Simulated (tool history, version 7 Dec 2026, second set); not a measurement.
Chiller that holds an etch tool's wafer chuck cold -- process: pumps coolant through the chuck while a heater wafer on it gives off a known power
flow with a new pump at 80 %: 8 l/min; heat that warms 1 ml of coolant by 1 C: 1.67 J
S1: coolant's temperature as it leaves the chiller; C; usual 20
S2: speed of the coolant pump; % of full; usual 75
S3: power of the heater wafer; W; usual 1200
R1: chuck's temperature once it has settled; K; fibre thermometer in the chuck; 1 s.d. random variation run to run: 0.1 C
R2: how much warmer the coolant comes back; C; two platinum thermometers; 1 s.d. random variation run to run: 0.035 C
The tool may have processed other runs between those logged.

| run | hour | S1 | S2 | S3 | R1 | R2 |
|---|---|---|---|---|---|---|
| 1 | 0.0 | 20 | 75 | 1200 | 307.05 | 5.76 |
| 2 | 19.6 | 20 | 75 | 1200 | 307.15 | 5.86 |
| 3 | 51.7 | 20 | 75 | 707 | 301.05 | 3.39 |
| 4 | 73.6 | 20 | 69 | 1200 | 307.95 | 6.35 |
| 5 | 93.8 | 20 | 69 | 1200 | 307.75 | 6.36 |
| 6 | 116.6 | 20 | 69 | 1200 | 307.75 | 6.37 |
| 7 | 131.8 | 20 | 65 | 1200 | 308.55 | 6.71 |
| 8 | 165.9 | 20 | 75 | 1200 | 307.25 | 5.83 |
| 9 | 194.8 | 20 | 92 | 1200 | 305.55 | 4.71 |
| 10 | 212.9 | 20 | 92 | 1200 | 305.55 | 4.80 |
| 11 | 245.7 | 12 | 75 | 1200 | 299.35 | 5.86 |
| 12 | 278.4 | 20 | 81 | 1200 | 306.55 | 5.44 |
| 13 | 311.4 | 20 | 81 | 1200 | 306.45 | 5.48 |
| 14 | 333.9 | 20 | 62 | 1200 | 308.85 | 7.00 |
| 15 | 364.5 | 26 | 87 | 638 | 305.75 | 2.68 |
| 16 | 387.5 | 19 | 81 | 1654 | 310.95 | 7.52 |
| 17 | 420.5 | 14 | 90 | 1654 | 304.65 | 6.79 |
| 18 | 447.2 | 18 | 94 | 682 | 297.75 | 2.67 |
| 19 | 475.2 | 26 | 68 | 1200 | 314.25 | 6.49 |
| 20 | 496.2 | 12 | 66 | 1104 | 298.95 | 6.12 |
| 21 | 521.9 | 18 | 92 | 1200 | 303.55 | 4.85 |
| 22 | 543.1 | 20 | 64 | 1200 | 308.65 | 6.90 |
| 23 | 563.6 | 14 | 75 | 892 | 297.45 | 4.38 |
| 24 | 592.2 | 24 | 60 | 921 | 309.45 | 5.60 |
| 25 | 626.3 | 24 | 60 | 921 | 309.35 | 5.61 |

The next listed run, before its measurement:
| 26 | 658.2 | 20 | 84 | 1581 | ? | ? |

Run 26 gave R1 310.95 K, R2 6.95 C.
Without the tool's hidden state the same run would have given R1 310.65 K, R2 6.77 C.
